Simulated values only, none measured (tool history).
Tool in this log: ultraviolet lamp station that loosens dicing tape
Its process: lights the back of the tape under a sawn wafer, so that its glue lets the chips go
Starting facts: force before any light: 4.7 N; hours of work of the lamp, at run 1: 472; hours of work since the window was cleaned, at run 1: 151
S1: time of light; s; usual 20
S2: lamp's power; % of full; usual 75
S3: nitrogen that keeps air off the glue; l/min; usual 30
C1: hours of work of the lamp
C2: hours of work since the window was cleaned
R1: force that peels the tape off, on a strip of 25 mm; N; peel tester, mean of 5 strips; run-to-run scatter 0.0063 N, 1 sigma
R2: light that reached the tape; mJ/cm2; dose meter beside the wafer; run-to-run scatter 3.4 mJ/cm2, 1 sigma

run	hour	S1	S2	S3	C1	C2	R1	R2
1	0.0	20	75	30	472	151	0.248	481
2	23.3	20	75	30	485	163	0.234	474
3	46.6	20	75	30	497	175	0.241	480
4	61.4	20	75	30	505	183	0.242	471
5	85.3	20	75	30	517	195	0.252	468
6	111.5	20	75	30	531	209	0.258	472
7	124.0	19	75	30	538	216	0.280	443
8	150.7	20	60	30	552	230	0.400	369
9	179.3	20	60	30	567	245	0.375	366
10	195.3	20	60	30	575	253	0.366	365
11	217.0	20	65	48	586	264	0.254	395
12	242.6	12	91	16	600	278	0.740	328
13	267.2	11	75	16	613	291	1.135	250
14	294.2	40	65	9	627	305	0.253	777
15	314.4	20	91	13	638	316	0.352	540
16	331.3	39	80	13	646	324	0.160	935
17	348.7	22	93	30	656	334	0.168	602
18	361.9	22	93	30	662	341	0.178	601
19	391.6	15	77	30	678	356	0.460	340
20	418.0	12	67	17	692	370	1.195	235

4 options for the next run, each taken on its own from the tool as it stands now. Forecast them:
A	442.0	29	73	46	705	383	?	?
B	442.0	12	82	17	705	383	?	?
C	442.0	17	80	30	705	383	?	?
D	442.0	20	85	30	705	383	?	?

run	R1	R2
A	0.155	613
B	0.895	284
C	0.348	390
D	0.226	499
Without the tool's unlogged condition, the same runs would have read:
run	R1	R2
A	0.142	791
B	0.584	367
C	0.223	504
D	0.162	643
